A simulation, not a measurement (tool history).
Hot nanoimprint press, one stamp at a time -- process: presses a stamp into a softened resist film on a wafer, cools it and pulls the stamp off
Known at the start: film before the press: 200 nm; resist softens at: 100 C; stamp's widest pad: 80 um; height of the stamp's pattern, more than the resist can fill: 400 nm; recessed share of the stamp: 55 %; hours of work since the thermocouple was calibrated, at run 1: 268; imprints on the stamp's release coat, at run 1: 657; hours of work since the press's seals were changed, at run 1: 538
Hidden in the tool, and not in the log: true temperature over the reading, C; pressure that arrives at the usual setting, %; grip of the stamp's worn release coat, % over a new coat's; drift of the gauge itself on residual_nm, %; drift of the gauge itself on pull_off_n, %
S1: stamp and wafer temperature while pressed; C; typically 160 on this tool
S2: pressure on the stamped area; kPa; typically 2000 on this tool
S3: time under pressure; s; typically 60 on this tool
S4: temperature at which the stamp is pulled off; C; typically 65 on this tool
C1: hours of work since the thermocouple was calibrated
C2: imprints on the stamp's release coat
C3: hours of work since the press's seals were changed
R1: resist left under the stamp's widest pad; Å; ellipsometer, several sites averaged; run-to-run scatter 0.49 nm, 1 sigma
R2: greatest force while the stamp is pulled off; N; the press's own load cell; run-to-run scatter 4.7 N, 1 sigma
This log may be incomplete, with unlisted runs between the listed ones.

run	hour	S1	S2	S3	S4	C1	C2	C3	R1	R2
1	0	160	2000	60	65	268	657	538	987	270
2	31.8	160	2000	60	65	281	709	551	990	275
# hour 38.4: plate thermocouple calibrated
3	61.8	160	2300	60	65	10	753	563	905	274
4	98.6	160	2300	60	65	25	812	578	908	274
5	137	160	2300	60	65	41	874	594	906	280
# hour 161.9: press's hydraulic seals changed and the load cell set to zero
6	185.5	160	2000	34	65	58	940	10	1172	277
7	221	160	2000	34	65	73	997	25	1166	282
8	263.6	160	2000	60	65	91	1066	43	962	298
9	307.7	160	2000	60	65	109	1137	61	959	283
10	343.7	160	2000	81	65	124	1196	76	856	301
11	387.3	160	2000	81	65	143	1266	94	866	301
12	413.2	165	2000	60	65	154	1308	105	810	297
13	454.2	165	2000	60	65	171	1374	122	810	307
14	487.3	165	2000	60	65	185	1428	136	820	309
15	518.5	165	2000	60	65	198	1478	149	815	306
16	540.3	165	2000	60	65	207	1514	158	819	295
17	573.7	155	1600	115	63	221	1568	172	1009	331
18	604	160	2000	60	67	233	1617	185	982	298
19	639.9	153	2440	60	65	248	1675	200	1153	325
20	680.3	167	2440	60	52	265	1740	217	704	422
21	716.2	160	2440	30	52	280	1798	232	1166	423
# hour 722.3: plate thermocouple calibrated
22	757.6	160	1960	84	65	15	1860	248	843	336
# hour 775.9: stamp cleaned and given a new release coat
23	795.2	160	2000	80	65	28	31	261	856	233
24	843.2	170	1690	80	52	48	109	281	647	292
25	869.6	151	2000	84	65	59	152	292	1181	232
26	906.6	160	2000	84	72	75	212	308	843	202
27	928.6	151	1420	115	62	84	247	317	1191	259
28	968.4	159	2000	42	65	100	311	334	1128	246
29	998	164	2000	35	65	113	359	346	1038	249

4 options for the next run, each taken on its own from the tool as it stands now. Forecast them:
A	1045.9	160	1700	60	65	133	437	366	?	?
B	1045.9	160	2000	60	62	133	437	366	?	?
C	1045.9	153	2150	60	69	133	437	366	?	?
D	1045.9	164	1240	35	65	133	437	366	?	?

run	R1	R2
A	1044	256
B	973	273
C	1195	229
D	1234	257
The same runs, with their run-to-run variation unchanged, on a tool lacking any hidden condition would have given:
run	R1	R2
A	1029	232
B	957	248
C	1178	208
D	1220	233
